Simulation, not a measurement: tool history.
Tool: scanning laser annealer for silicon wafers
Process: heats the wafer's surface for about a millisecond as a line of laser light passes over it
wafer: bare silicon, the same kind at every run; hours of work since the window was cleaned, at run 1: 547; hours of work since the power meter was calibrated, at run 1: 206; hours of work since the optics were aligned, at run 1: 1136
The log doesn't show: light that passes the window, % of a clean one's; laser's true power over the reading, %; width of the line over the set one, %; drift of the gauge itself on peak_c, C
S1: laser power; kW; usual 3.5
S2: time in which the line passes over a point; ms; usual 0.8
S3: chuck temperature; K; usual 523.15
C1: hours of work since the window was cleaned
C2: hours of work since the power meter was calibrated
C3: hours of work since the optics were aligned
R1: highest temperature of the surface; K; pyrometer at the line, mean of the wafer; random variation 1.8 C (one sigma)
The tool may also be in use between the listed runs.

run	day	S1	S2	S3	C1	C2	C3	R1
1	0	3.5	0.8	523.15	547	206	1136	1230.15
2	0.817	3.5	0.8	523.15	556	215	1145	1232.15
3	1.604	3.5	0.8	523.15	565	224	1153	1230.15
4	2.254	3.5	0.8	523.15	572	231	1161	1231.15
5	2.712	3.5	0.8	523.15	577	236	1166	1227.15
6	3.133	3.5	0.8	523.15	581	241	1170	1231.15
7	3.575	3.5	0.8	523.15	586	245	1175	1226.15
8	4.283	3.5	0.8	523.15	594	253	1183	1228.15
9	4.712	3.849	0.8	523.15	599	258	1187	1324.15
10	5.188	3.784	0.8	523.15	604	263	1193	1311.15
11	5.954	3.784	0.8	523.15	612	271	1201	1302.15
12	6.296	3.784	0.8	523.15	616	275	1205	1302.15
13	6.962	3.5	0.8	523.15	623	282	1212	1227.15
14	7.521	3.5	0.874	523.15	629	288	1218	1266.15
15	8.038	3.5	0.874	523.15	635	294	1224	1264.15
16	8.6	3.5	0.874	523.15	641	300	1230	1265.15
17	9.004	3.5	0.874	523.15	645	304	1234	1261.15
18	9.35	3.5	0.8	523.15	649	308	1238	1226.15
19	10.15	3.5	0.8	523.15	658	317	1247	1223.15
20	10.979	3.5	0.8	523.15	667	326	1256	1224.15
21	11.808	3.483	0.8	523.15	676	335	1265	1221.15
22	12.292	3.409	0.8	555.15	681	340	1270	1233.15
23	12.846	3.409	0.8	555.15	687	346	1276	1230.15
24	13.625	3.432	0.867	497.15	696	355	1284	1211.15
25	14.321	3.432	0.867	497.15	703	362	1292	1208.15
26	14.971	3.432	0.581	524.15	710	369	1299	1090.15
27	15.621	3.432	0.581	499.15	718	377	1306	1063.15
28	16.092	3.675	0.8	523.15	723	382	1311	1267.15
29	16.558	3.675	0.8	523.15	728	387	1316	1269.15
30	17.179	3.544	0.8	523.15	734	394	1323	1231.15
31	17.592	3.56	0.856	553.15	739	398	1328	1297.15
32	18.171	3.092	0.933	498.15	745	404	1334	1145.15
33	18.696	3.092	0.933	498.15	751	410	1340	1145.15
34	19.083	3.336	0.57	498.15	755	414	1344	1032.15
35	19.696	3.5	0.854	500.15	762	421	1351	1222.15
36	20.354	3.093	0.623	553.15	769	428	1358	1062.15
37	20.704	3.572	0.8	549.15	773	432	1362	1260.15
38	21.042	3.572	0.8	549.15	777	436	1365	1262.15
39	21.596	3.572	0.8	549.15	783	442	1371	1263.15
40	22.146	3.684	0.715	549.15	789	448	1377	1246.15
41	22.633	3.684	0.715	549.15	794	453	1383	1248.15
42	23.025	3.505	0.838	523.15	798	457	1387	1234.15

Forecast each of these 3 alternatives for the next run:
A	23.842	3.133	0.838	523.15	807	466	1396	?
B	23.842	3.017	0.954	523.15	807	466	1396	?
C	23.842	3.088	0.835	528.15	807	466	1396	?

run	R1
A	1137.15
B	1154.15
C	1129.15
Without the tool's hidden state the same runs would have given:
run	R1
A	1182.15
B	1200.15
C	1173.15
